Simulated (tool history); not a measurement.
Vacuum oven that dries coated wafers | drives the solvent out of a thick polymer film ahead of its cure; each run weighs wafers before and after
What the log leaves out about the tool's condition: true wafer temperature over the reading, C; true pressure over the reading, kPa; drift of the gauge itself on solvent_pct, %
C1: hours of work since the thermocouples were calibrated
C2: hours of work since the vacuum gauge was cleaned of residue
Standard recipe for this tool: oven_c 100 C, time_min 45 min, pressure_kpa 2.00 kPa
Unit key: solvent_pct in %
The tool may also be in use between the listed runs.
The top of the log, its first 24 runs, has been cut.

{"run": 25, "hour": 507.1, "oven_c": 100, "time_min": 54, "pressure_kpa": 2.0, "C1": 683, "C2": 417, "solvent_pct": 3.7}
{"run": 26, "hour": 524.7, "oven_c": 108, "time_min": 50, "pressure_kpa": 4.19, "C1": 692, "C2": 426, "solvent_pct": 5.61}
{"hour": 538.3, "done": "oven's thermocouples calibrated"}
{"run": 27, "hour": 550.6, "oven_c": 107, "time_min": 49, "pressure_kpa": 2.0, "C1": 6, "C2": 438, "solvent_pct": 3.17}
{"run": 28, "hour": 566.2, "oven_c": 95, "time_min": 74, "pressure_kpa": 1.94, "C1": 14, "C2": 446, "solvent_pct": 4.66}
{"run": 29, "hour": 585.1, "oven_c": 100, "time_min": 40, "pressure_kpa": 4.98, "C1": 24, "C2": 455, "solvent_pct": 9.13}
{"run": 30, "hour": 606.7, "oven_c": 100, "time_min": 45, "pressure_kpa": 6.77, "C1": 35, "C2": 466, "solvent_pct": 11.94}
{"run": 31, "hour": 621.9, "oven_c": 100, "time_min": 45, "pressure_kpa": 6.77, "C1": 42, "C2": 474, "solvent_pct": 12.0}
{"run": 32, "hour": 646.5, "oven_c": 89, "time_min": 52, "pressure_kpa": 6.41, "C1": 55, "C2": 486, "solvent_pct": 12.31}
{"run": 33, "hour": 663.7, "oven_c": 89, "time_min": 52, "pressure_kpa": 6.41, "C1": 63, "C2": 495, "solvent_pct": 12.2}
{"run": 34, "hour": 691.3, "oven_c": 89, "time_min": 52, "pressure_kpa": 6.41, "C1": 77, "C2": 509, "solvent_pct": 12.31}
{"run": 35, "hour": 710.2, "oven_c": 111, "time_min": 34, "pressure_kpa": 7.5, "C1": 87, "C2": 518, "solvent_pct": 9.04}
{"run": 36, "hour": 736.2, "oven_c": 112, "time_min": 27, "pressure_kpa": 3.96, "C1": 100, "C2": 531, "solvent_pct": 5.14}
{"run": 37, "hour": 754.4, "oven_c": 112, "time_min": 27, "pressure_kpa": 3.96, "C1": 109, "C2": 541, "solvent_pct": 5.06}
{"run": 38, "hour": 769.2, "oven_c": 93, "time_min": 45, "pressure_kpa": 1.26, "C1": 116, "C2": 548, "solvent_pct": 4.35}

Estimate the outcome of run 39 from the log above:
{"run": 39, "hour": 784.6, "oven_c": 100, "time_min": 45, "pressure_kpa": 2.0, "C1": 124, "C2": 556, "solvent_pct": "?"}

{"run 39": {"solvent_pct": 4.34}}
With no hidden state in the tool, this same run would have given solvent_pct 3.88 %.
